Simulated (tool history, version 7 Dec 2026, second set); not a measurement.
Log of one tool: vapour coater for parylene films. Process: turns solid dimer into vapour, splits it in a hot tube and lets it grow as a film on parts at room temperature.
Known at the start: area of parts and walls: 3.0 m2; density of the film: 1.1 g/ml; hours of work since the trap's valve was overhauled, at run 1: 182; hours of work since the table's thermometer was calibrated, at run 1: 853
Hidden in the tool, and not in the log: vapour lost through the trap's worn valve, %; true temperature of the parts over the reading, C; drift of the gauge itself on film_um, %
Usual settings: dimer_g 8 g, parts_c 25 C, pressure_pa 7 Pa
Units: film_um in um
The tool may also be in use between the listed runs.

| run | hour | dimer_g | parts_c | pressure_pa | hours of work since the trap's valve was overhauled | hours of work since the table's thermometer was calibrated | film_um |
|---|---|---|---|---|---|---|---|
| 1 | 0 | 8 | 25 | 7 | 182 | 853 | 1.08 |
| 2 | 32.3 | 8 | 25 | 7 | 195 | 866 | 1.04 |
| 3 | 80.9 | 8 | 25 | 7 | 215 | 886 | 1.06 |
| 4 | 136.4 | 8 | 25 | 7 | 238 | 909 | 1.04 |
| 5 | 170.4 | 8 | 25 | 7 | 252 | 923 | 1.05 |
| 6 | 203.6 | 14 | 25 | 7 | 266 | 937 | 1.84 |
| 7 | 237.9 | 8 | 25 | 6.71 | 280 | 951 | 1.06 |
| 8 | 265.6 | 8 | 25 | 2.07 | 292 | 962 | 1.35 |
| 9 | 298.9 | 8 | 25 | 2.07 | 305 | 976 | 1.34 |
| 10 | 351.7 | 8 | 25 | 2.07 | 327 | 998 | 1.31 |
| 11 | 376.4 | 8 | 25 | 2.07 | 337 | 1008 | 1.34 |
| 12 | 427.7 | 8 | 25 | 2.07 | 358 | 1029 | 1.35 |
| 13 | 462.4 | 8 | 25 | 2.07 | 373 | 1043 | 1.31 |
| 14 | 510.8 | 8 | 25 | 2.07 | 393 | 1063 | 1.33 |
| 15 | 553.5 | 8 | 25 | 2.07 | 410 | 1081 | 1.31 |
|  | 561.1 | trap's valve overhauled |
| 16 | 597.5 | 8 | 25 | 2.07 | 15 | 1097 | 1.27 |
| 17 | 632 | 6 | 18 | 7.75 | 29 | 1111 | 0.96 |
| 18 | 680.7 | 9 | 25 | 7 | 49 | 1131 | 1.11 |
| 19 | 728.1 | 9 | 19 | 2.48 | 69 | 1151 | 1.71 |
|  | 770 | trap's valve overhauled, once more |
| 20 | 770 | 9 | 19 | 2.48 | 0 | 1167 | 1.97 |
| 21 | 795 | 9 | 19 | 2.48 | 10 | 1177 | 1.94 |
| 22 | 850.1 | 9 | 19 | 2.48 | 33 | 1200 | 1.93 |
| 23 | 889 | 9 | 19 | 2.48 | 49 | 1216 | 1.92 |
| 24 | 919.2 | 9 | 19 | 2.48 | 61 | 1228 | 1.93 |
| 25 | 969.6 | 9 | 19 | 2.48 | 82 | 1249 | 1.88 |
| 26 | 1016.7 | 9 | 19 | 2.48 | 102 | 1268 | 1.95 |
| 27 | 1069.1 | 10 | 25 | 7 | 123 | 1290 | 1.34 |

Forecast each of these 5 alternatives for the next run:
| A | 1121.1 | 10 | 25 | 8.08 | 145 | 1311 | ? |
| B | 1121.1 | 10 | 25 | 2.71 | 145 | 1311 | ? |
| C | 1121.1 | 14 | 36 | 2.44 | 145 | 1311 | ? |
| D | 1121.1 | 4 | 17 | 11.48 | 145 | 1311 | ? |
| E | 1121.1 | 10 | 21 | 7 | 145 | 1311 | ? |

| run | film_um |
|---|---|
| A | 1.27 |
| B | 1.62 |
| C | 1.49 |
| D | 0.64 |
| E | 1.53 |
Without the tool's hidden state the same runs would have given:
| run | film_um |
|---|---|
| A | 1.34 |
| B | 1.71 |
| C | 1.57 |
| D | 0.68 |
| E | 1.61 |

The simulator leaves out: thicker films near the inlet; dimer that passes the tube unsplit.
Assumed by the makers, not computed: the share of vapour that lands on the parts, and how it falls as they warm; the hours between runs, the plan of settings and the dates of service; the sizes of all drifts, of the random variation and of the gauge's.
